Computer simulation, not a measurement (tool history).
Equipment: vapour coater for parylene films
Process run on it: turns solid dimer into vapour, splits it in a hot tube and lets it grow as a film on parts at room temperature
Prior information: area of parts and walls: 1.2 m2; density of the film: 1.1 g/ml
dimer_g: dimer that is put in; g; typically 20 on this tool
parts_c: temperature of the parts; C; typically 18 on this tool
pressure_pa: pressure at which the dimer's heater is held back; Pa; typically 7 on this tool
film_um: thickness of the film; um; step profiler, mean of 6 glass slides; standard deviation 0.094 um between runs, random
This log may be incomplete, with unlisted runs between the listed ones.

| run | hour | dimer_g | parts_c | pressure_pa | film_um |
|---|---|---|---|---|---|
| 1 | 0 | 20 | 18 | 7 | 11.57 |
| 2 | 38.5 | 20 | 15 | 7 | 12.94 |
| 3 | 54.9 | 20 | 18 | 7 | 11.42 |
| 4 | 90.9 | 20 | 18 | 7 | 11.54 |
| 5 | 122.1 | 20 | 18 | 7 | 11.39 |
| 6 | 139.9 | 20 | 18 | 7 | 11.31 |
| 7 | 158.6 | 20 | 18 | 7 | 11.51 |
| 8 | 179.7 | 20 | 18 | 7 | 11.16 |
| 9 | 212.6 | 20 | 18 | 7 | 11.31 |
| 10 | 250 | 20 | 18 | 7 | 11.25 |
| 11 | 287.1 | 20 | 18 | 7 | 11.38 |
| 12 | 321 | 20 | 18 | 7 | 11.47 |
| 13 | 356.3 | 20 | 18 | 7 | 11.37 |
| 14 | 378.4 | 20 | 18 | 7 | 11.47 |
| 15 | 409.4 | 20 | 18 | 7 | 11.57 |
| 16 | 440.1 | 20 | 26 | 7 | 8.12 |
| 17 | 463.3 | 8 | 18 | 7 | 4.59 |
| 18 | 481.1 | 8 | 18 | 7 | 4.56 |
|  | 491.1 | trap's valve overhauled |
| 19 | 502.1 | 8 | 18 | 7 | 4.64 |
| 20 | 519 | 8 | 18 | 7 | 4.69 |
| 21 | 542.3 | 34 | 18 | 2.62 | 22.09 |
| 22 | 573.1 | 28 | 18 | 3.06 | 17.91 |
| 23 | 610.7 | 27 | 10 | 3.06 | 20.08 |
| 24 | 627.3 | 24 | 26 | 3.1 | 10.9 |
| 25 | 660.1 | 12 | 18 | 6.91 | 6.93 |
| 26 | 686.4 | 22 | 19 | 10.57 | 11.31 |
| 27 | 710.5 | 20 | 19 | 9.89 | 10.52 |
| 28 | 727.8 | 20 | 19 | 9.89 | 10.36 |
| 29 | 752.5 | 20 | 19 | 9.89 | 10.38 |
| 30 | 782.5 | 13 | 18 | 11.6 | 6.82 |
| 31 | 821.9 | 20 | 17 | 7.57 | 11.72 |
| 32 | 845.1 | 20 | 17 | 7.57 | 11.67 |
| 33 | 863.7 | 20 | 17 | 7.57 | 11.6 |
| 34 | 896.2 | 11 | 18 | 7 | 6.32 |
| 35 | 932.1 | 11 | 18 | 7 | 6.28 |
| 36 | 953.4 | 20 | 18 | 8.3 | 11.35 |
| 37 | 980.4 | 13 | 16 | 2.51 | 9.34 |
| 38 | 998.7 | 13 | 16 | 2.51 | 9.2 |
| 39 | 1027.9 | 10 | 18 | 5.81 | 5.92 |
| 40 | 1057.2 | 14 | 18 | 2.68 | 9.17 |

Below are 4 alternative next runs, each starting from the tool's condition after run 40. Predict each:
|  | 1082 | trap's valve overhauled |
| A | 1090.2 | 20 | 18 | 3.66 | ? |
|  | 1082 | trap's valve overhauled |
| B | 1090.2 | 14 | 30 | 2.94 | ? |
|  | 1082 | trap's valve overhauled |
| C | 1090.2 | 24 | 14 | 3 | ? |
|  | 1082 | trap's valve overhauled |
| D | 1090.2 | 20 | 18 | 5.71 | ? |

| run | film_um |
|---|---|
| A | 12.44 |
| B | 5.38 |
| C | 17.91 |
| D | 11.66 |
The same runs, with their run-to-run variation unchanged, on a tool lacking any hidden condition would have given:
| run | film_um |
|---|---|
| A | 12.45 |
| B | 5.39 |
| C | 17.91 |
| D | 11.67 |
